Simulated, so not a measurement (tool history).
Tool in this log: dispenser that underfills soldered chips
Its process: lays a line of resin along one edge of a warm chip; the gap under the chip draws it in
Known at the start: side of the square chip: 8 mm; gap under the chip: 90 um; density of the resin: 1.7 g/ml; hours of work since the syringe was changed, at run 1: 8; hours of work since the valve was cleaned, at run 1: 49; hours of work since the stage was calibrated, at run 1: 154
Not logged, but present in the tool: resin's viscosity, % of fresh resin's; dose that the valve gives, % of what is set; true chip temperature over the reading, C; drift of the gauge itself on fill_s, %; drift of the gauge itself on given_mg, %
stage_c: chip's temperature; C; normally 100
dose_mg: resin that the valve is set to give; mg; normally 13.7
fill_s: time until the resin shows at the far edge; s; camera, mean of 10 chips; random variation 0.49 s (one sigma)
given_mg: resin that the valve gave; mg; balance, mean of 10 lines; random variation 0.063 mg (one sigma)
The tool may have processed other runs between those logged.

run	hour	stage_c	dose_mg	hours of work since the syringe was changed	hours of work since the valve was cleaned	hours of work since the stage was calibrated	fill_s	given_mg
1	0	100	13.7	8	49	154	58.6	13.04
# hour 5.5: new syringe of resin
2	5.5	100	13.7	0	52	157	42.8	13.1
3	13.6	100	13.7	5	58	162	54.7	12.99
4	18.5	100	13.7	8	61	165	63.6	12.98
# hour 21.7: dispensing valve cleaned and set on the balance
# hour 24.3: new syringe of resin
5	28.4	100	13.7	3	4	171	47.7	13.63
6	34.7	100	13.7	7	8	175	57.9	13.6
7	38.6	100	13.7	9	11	177	65.6	13.51
# hour 42.3: new syringe of resin
8	44.2	100	13.7	1	14	181	43.9	13.53
9	53.1	100	15.5	7	20	186	57.6	15.18
# hour 60.1: new syringe of resin
10	60.8	100	15.5	0	24	191	40.9	15.23
11	66.4	100	15.5	4	28	195	50.1	15.14
12	73.7	100	13.7	9	33	199	63.8	13.28
# hour 77.9: new syringe of resin
13	80.8	100	13.7	2	37	204	45.9	13.11
14	89.1	100	13.7	7	42	209	61.2	13.14
# hour 95.7: new syringe of resin
15	95.8	100	13.7	0	46	213	43	13.13
16	101.3	100	14.3	4	50	217	49.3	13.8
17	110.8	111	13.7	10	56	223	43	13.06
# hour 114: new syringe of resin
18	119	111	13.7	3	61	228	31.5	12.92
# hour 122.4: dispensing valve cleaned and set on the balance
19	128.9	111	13.1	9	4	233	41.5	13.05
# hour 132.8: new syringe of resin
20	136.7	114	16.5	2	9	238	25.9	16.33
21	144.8	114	16.5	8	14	243	34.2	16.26
# hour 150.5: new syringe of resin
22	152.4	100	12.8	1	19	248	46	12.63
23	161.3	96	13.7	7	24	254	72.6	13.38
24	167.5	101	13.4	11	28	258	69.3	13.04
# hour 168.3: new syringe of resin
25	176.9	101	13.4	5	34	263	54.6	13.04
# hour 186.4: new syringe of resin
26	186.4	86	12.6	0	40	269	82.6	12.03
27	194.7	86	12.6	5	45	274	108.3	12.14
28	200.9	111	15.7	9	49	278	42	15.03
# hour 204.9: new syringe of resin
29	209.7	111	15.7	3	55	284	30.7	14.93
30	215.8	97	13.4	7	58	288	70	12.66
# hour 222.8: dispensing valve cleaned and set on the balance
# hour 223.9: new syringe of resin
31	226	97	13.4	1	2	293	52.1	13.31
32	231.7	97	17.3	5	5	297	60.3	17.13
33	241.1	97	13.4	11	11	303	86.2	13.43
# hour 242: new syringe of resin
34	246.4	93	13.7	3	15	306	68.1	13.49
35	252.7	95	12.2	7	19	310	79.8	12.02

4 options for the next run, each taken on its own from the tool as it stands now. Forecast them:
A	258	112	13.4	10	22	314	?	?
B	258	100	17.3	10	22	314	?	?
C	258	103	17.1	10	22	314	?	?
D	258	91	11.8	10	22	314	?	?

run	fill_s	given_mg
A	43.7	13.21
B	69.1	17.06
C	60.7	16.75
D	112.8	11.61
Take away the tool's hidden state, keep each run's random variation, and the runs would have read:
run	fill_s	given_mg
A	23.7	13.46
B	37.4	17.39
C	32.8	17.07
D	60.3	11.83
